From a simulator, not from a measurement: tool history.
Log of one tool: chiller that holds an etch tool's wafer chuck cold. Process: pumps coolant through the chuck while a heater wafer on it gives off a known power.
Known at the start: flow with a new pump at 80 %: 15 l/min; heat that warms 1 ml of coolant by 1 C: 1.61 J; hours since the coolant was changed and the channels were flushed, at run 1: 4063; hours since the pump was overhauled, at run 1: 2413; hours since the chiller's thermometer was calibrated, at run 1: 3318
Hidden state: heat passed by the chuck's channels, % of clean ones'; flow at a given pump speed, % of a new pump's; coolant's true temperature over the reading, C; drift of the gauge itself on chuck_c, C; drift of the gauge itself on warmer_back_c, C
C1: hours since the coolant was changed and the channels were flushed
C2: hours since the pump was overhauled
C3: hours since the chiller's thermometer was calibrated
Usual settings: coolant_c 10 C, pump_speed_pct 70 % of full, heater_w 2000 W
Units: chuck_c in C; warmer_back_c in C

Run 1, hour 0.0: usual settings; C1 4063; C2 2413; C3 3318. Result: chuck_c 38.3 C, warmer_back_c 5.87 C.
Run 2, hour 38.2: usual settings; C1 4101; C2 2452; C3 3357. Result: chuck_c 38.2 C, warmer_back_c 5.91 C.
Run 3, hour 94.7: usual settings but coolant_c 15 C; C1 4158; C2 2508; C3 3413. Result: chuck_c 43.2 C, warmer_back_c 5.87 C.
Run 4, hour 148.3: usual settings but coolant_c 16 C; C1 4211; C2 2562; C3 3467. Result: chuck_c 44.5 C, warmer_back_c 5.89 C.
Run 5, hour 197.2: usual settings but heater_w 2604 W; C1 4260; C2 2611; C3 3515. Result: chuck_c 47.2 C, warmer_back_c 7.64 C.
Run 6, hour 252.1: usual settings but heater_w 2131 W; C1 4315; C2 2665; C3 3570. Result: chuck_c 40.5 C, warmer_back_c 6.28 C.
Run 7, hour 283.4: usual settings but heater_w 2131 W; C1 4346; C2 2697; C3 3602. Result: chuck_c 40.3 C, warmer_back_c 6.28 C.
Run 8, hour 350.4: usual settings but heater_w 2131 W; C1 4413; C2 2764; C3 3669. Result: chuck_c 40.7 C, warmer_back_c 6.29 C.
Run 9, hour 387.9: usual settings but coolant_c 17 C; C1 4451; C2 2801; C3 3706. Result: chuck_c 45.6 C, warmer_back_c 5.85 C.
Run 10, hour 444.1: usual settings; C1 4507; C2 2857; C3 3762. Result: chuck_c 38.7 C, warmer_back_c 5.89 C.
Run 11, hour 508.8: usual settings but pump_speed_pct 79 % of full; C1 4572; C2 2922; C3 3827. Result: chuck_c 35.9 C, warmer_back_c 5.22 C.
Run 12, hour 545.0: usual settings but coolant_c 19 C; C1 4608; C2 2958; C3 3863. Result: chuck_c 47.7 C, warmer_back_c 5.90 C.
Run 13, hour 586.7: usual settings; C1 4650; C2 3000; C3 3905. Result: chuck_c 39.0 C, warmer_back_c 5.89 C.
Run 14, hour 621.5: usual settings but heater_w 1116 W; C1 4685; C2 3035; C3 3940. Result: chuck_c 26.0 C, warmer_back_c 3.30 C.
Run 15, hour 669.1: usual settings; C1 4732; C2 3083; C3 3987. Result: chuck_c 38.9 C, warmer_back_c 5.94 C.
Run 16, hour 720.2: usual settings but coolant_c 4 C, heater_w 2224 W; C1 4783; C2 3134; C3 4038. Result: chuck_c 36.2 C, warmer_back_c 6.55 C.
Run 17, hour 791.9: usual settings but heater_w 1220 W; C1 4855; C2 3205; C3 4110. Result: chuck_c 27.5 C, warmer_back_c 3.60 C.
Run 18, hour 831.0: usual settings but heater_w 1220 W; C1 4894; C2 3244; C3 4149. Result: chuck_c 27.7 C, warmer_back_c 3.60 C.
Run 19, hour 879.6: usual settings but coolant_c 19 C, heater_w 1954 W; C1 4943; C2 3293; C3 4198. Result: chuck_c 47.7 C, warmer_back_c 5.77 C.
Run 20, hour 951.4: usual settings but coolant_c 16 C, pump_speed_pct 72 % of full, heater_w 1420 W; C1 5014; C2 3365; C3 4270. Result: chuck_c 36.3 C, warmer_back_c 4.09 C.
At hour 966.5: coolant changed, channels flushed.
Run 21, hour 1010.1: usual settings but coolant_c 8 C, heater_w 2378 W; C1 44; C2 3418; C3 4322. Result: chuck_c 37.8 C, warmer_back_c 7.07 C.
Run 22, hour 1061.9: usual settings but coolant_c 4 C, pump_speed_pct 94 % of full, heater_w 2378 W; C1 95; C2 3469; C3 4374. Result: chuck_c 26.8 C, warmer_back_c 5.24 C.
Run 23, hour 1112.4: usual settings but coolant_c 4 C, pump_speed_pct 94 % of full, heater_w 2378 W; C1 146; C2 3520; C3 4425. Result: chuck_c 26.8 C, warmer_back_c 5.20 C.
Run 24, hour 1157.6: usual settings but coolant_c 3 C, heater_w 1383 W; C1 191; C2 3565; C3 4470. Result: chuck_c 20.4 C, warmer_back_c 4.08 C.
Run 25, hour 1190.3: usual settings but pump_speed_pct 74 % of full, heater_w 1727 W; C1 224; C2 3598; C3 4503. Result: chuck_c 30.5 C, warmer_back_c 4.85 C.
Run 26, hour 1243.6: usual settings but coolant_c 18 C, pump_speed_pct 73 % of full; C1 277; C2 3651; C3 4556. Result: chuck_c 42.3 C, warmer_back_c 5.69 C.
Run 27, hour 1276.1: usual settings but coolant_c 20 C, pump_speed_pct 90 % of full, heater_w 1163 W; C1 310; C2 3684; C3 4588. Result: chuck_c 31.6 C, warmer_back_c 2.68 C.
Run 28, hour 1324.9: usual settings but coolant_c 20 C, pump_speed_pct 90 % of full, heater_w 1163 W; C1 358; C2 3732; C3 4637. Result: chuck_c 31.7 C, warmer_back_c 2.63 C.
Run 29, hour 1373.8: usual settings but coolant_c 20 C, pump_speed_pct 90 % of full, heater_w 1163 W; C1 407; C2 3781; C3 4686. Result: chuck_c 31.5 C, warmer_back_c 2.65 C.

5 ways to go on from here, each from the tool as it stands after run 29. What would each give?
Run A, hour 1409.7: usual settings but coolant_c 12 C, pump_speed_pct 84 % of full, heater_w 1289 W; C1 443; C2 3817; C3 4722. Result: chuck_c ?, warmer_back_c ?.
Run B, hour 1409.7: usual settings but coolant_c 13 C, pump_speed_pct 76 % of full, heater_w 1611 W; C1 443; C2 3817; C3 4722. Result: chuck_c ?, warmer_back_c ?.
Run C, hour 1409.7: usual settings but coolant_c 9 C, pump_speed_pct 90 % of full, heater_w 1163 W; C1 443; C2 3817; C3 4722. Result: chuck_c ?, warmer_back_c ?.
Run D, hour 1409.7: usual settings but coolant_c 3 C, heater_w 1786 W; C1 443; C2 3817; C3 4722. Result: chuck_c ?, warmer_back_c ?.
Run E, hour 1409.7: usual settings but coolant_c 13 C, pump_speed_pct 76 % of full, heater_w 1055 W; C1 443; C2 3817; C3 4722. Result: chuck_c ?, warmer_back_c ?.

run  chuck_c  warmer_back_c
  A     25.7           3.18
  B     32.0           4.41
  C     20.5           2.69
  D     25.8           5.34
  E     25.3           2.89
Without the tool's hidden state the same runs would have given:
run  chuck_c  warmer_back_c
  A     25.3           3.06
  B     31.3           4.24
  C     20.3           2.59
  D     24.9           5.13
  E     25.0           2.77

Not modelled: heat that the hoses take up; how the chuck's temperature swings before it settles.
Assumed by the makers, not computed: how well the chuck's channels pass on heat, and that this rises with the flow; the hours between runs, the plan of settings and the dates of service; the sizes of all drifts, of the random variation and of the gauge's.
